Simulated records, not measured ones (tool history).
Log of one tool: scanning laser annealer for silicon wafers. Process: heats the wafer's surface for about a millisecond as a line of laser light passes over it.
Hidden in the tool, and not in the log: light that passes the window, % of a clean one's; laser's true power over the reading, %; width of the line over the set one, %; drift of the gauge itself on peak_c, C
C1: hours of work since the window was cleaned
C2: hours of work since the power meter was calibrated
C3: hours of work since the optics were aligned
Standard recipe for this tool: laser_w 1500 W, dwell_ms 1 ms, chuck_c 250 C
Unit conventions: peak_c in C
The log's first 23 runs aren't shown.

Run 24, hour 277.2: usual settings but laser_w 1501 W, dwell_ms 0.95 ms, chuck_c 238 C; C1 717; C2 235; C3 730. Result: peak_c 888 C.
Run 25, hour 284.8: usual settings but laser_w 1342 W, dwell_ms 0.89 ms; C1 721; C2 239; C3 734. Result: peak_c 799 C.
Run 26, hour 302.6: usual settings but laser_w 1342 W, dwell_ms 0.89 ms; C1 730; C2 248; C3 743. Result: peak_c 798 C.
Run 27, hour 320.9: usual settings but laser_w 1347 W, dwell_ms 1.18 ms; C1 739; C2 257; C3 752. Result: peak_c 875 C.
Run 28, hour 330: usual settings but laser_w 1583 W, dwell_ms 0.96 ms, chuck_c 267 C; C1 744; C2 262; C3 757. Result: peak_c 960 C.
Run 29, hour 341.1: usual settings but laser_w 1583 W, dwell_ms 0.96 ms, chuck_c 267 C; C1 749; C2 267; C3 762. Result: peak_c 960 C.
Run 30, hour 352.4: usual settings but laser_w 1522 W, dwell_ms 1.2 ms, chuck_c 224 C; C1 755; C2 273; C3 768. Result: peak_c 953 C.
Run 31, hour 370.1: usual settings but laser_w 1578 W, dwell_ms 1.13 ms, chuck_c 271 C; C1 764; C2 282; C3 777. Result: peak_c 1011 C.
Run 32, hour 387.7: usual settings but laser_w 1578 W, dwell_ms 0.74 ms, chuck_c 247 C; C1 773; C2 291; C3 786. Result: peak_c 860 C.
Run 33, hour 404.7: usual settings but laser_w 1409 W, dwell_ms 1.06 ms, chuck_c 253 C; C1 782; C2 300; C3 794. Result: peak_c 878 C.
Run 34, hour 419.6: usual settings but laser_w 1409 W, dwell_ms 1.06 ms, chuck_c 253 C; C1 789; C2 307; C3 802. Result: peak_c 880 C.
At hour 422.7: window over the wafer cleaned.
Run 35, hour 438.1: usual settings but laser_w 1409 W, dwell_ms 1.06 ms, chuck_c 253 C; C1 8; C2 316; C3 810. Result: peak_c 909 C.
Run 36, hour 453.4: usual settings but laser_w 1409 W, dwell_ms 1.06 ms, chuck_c 240 C; C1 16; C2 323; C3 818. Result: peak_c 896 C.
Run 37, hour 467.9: usual settings but laser_w 1409 W, dwell_ms 1.16 ms, chuck_c 220 C; C1 23; C2 331; C3 825. Result: peak_c 904 C.
Run 38, hour 477.1: usual settings but laser_w 1463 W, chuck_c 262 C; C1 28; C2 335; C3 830. Result: peak_c 929 C.
Run 39, hour 493.9: usual settings but laser_w 1463 W, chuck_c 262 C; C1 36; C2 344; C3 839. Result: peak_c 930 C.
Run 40, hour 504.9: usual settings but laser_w 1579 W, dwell_ms 1.09 ms, chuck_c 231 C; C1 42; C2 349; C3 844. Result: peak_c 997 C.
Run 41, hour 516: usual settings but laser_w 1401 W, dwell_ms 1.17 ms, chuck_c 278 C; C1 47; C2 355; C3 850. Result: peak_c 959 C.
Run 42, hour 534.3: usual settings but laser_w 1510 W, dwell_ms 0.83 ms, chuck_c 249 C; C1 57; C2 364; C3 859. Result: peak_c 888 C.

Here are 3 independent what-if runs from the current tool condition. What would each one return?
Run A, hour 550.3: usual settings but laser_w 1510 W, dwell_ms 0.84 ms, chuck_c 218 C; C1 65; C2 373; C3 867. Result: peak_c ?.
Run B, hour 550.3: usual settings but laser_w 1336 W, dwell_ms 0.83 ms, chuck_c 220 C; C1 65; C2 373; C3 867. Result: peak_c ?.
Run C, hour 550.3: usual settings but laser_w 1567 W, dwell_ms 0.83 ms, chuck_c 275 C; C1 65; C2 373; C3 867. Result: peak_c ?.

run  peak_c
  A     861
  B     767
  C     940
With no hidden state in the tool, these same runs would have given:
run  peak_c
  A     880
  B     783
  C     960
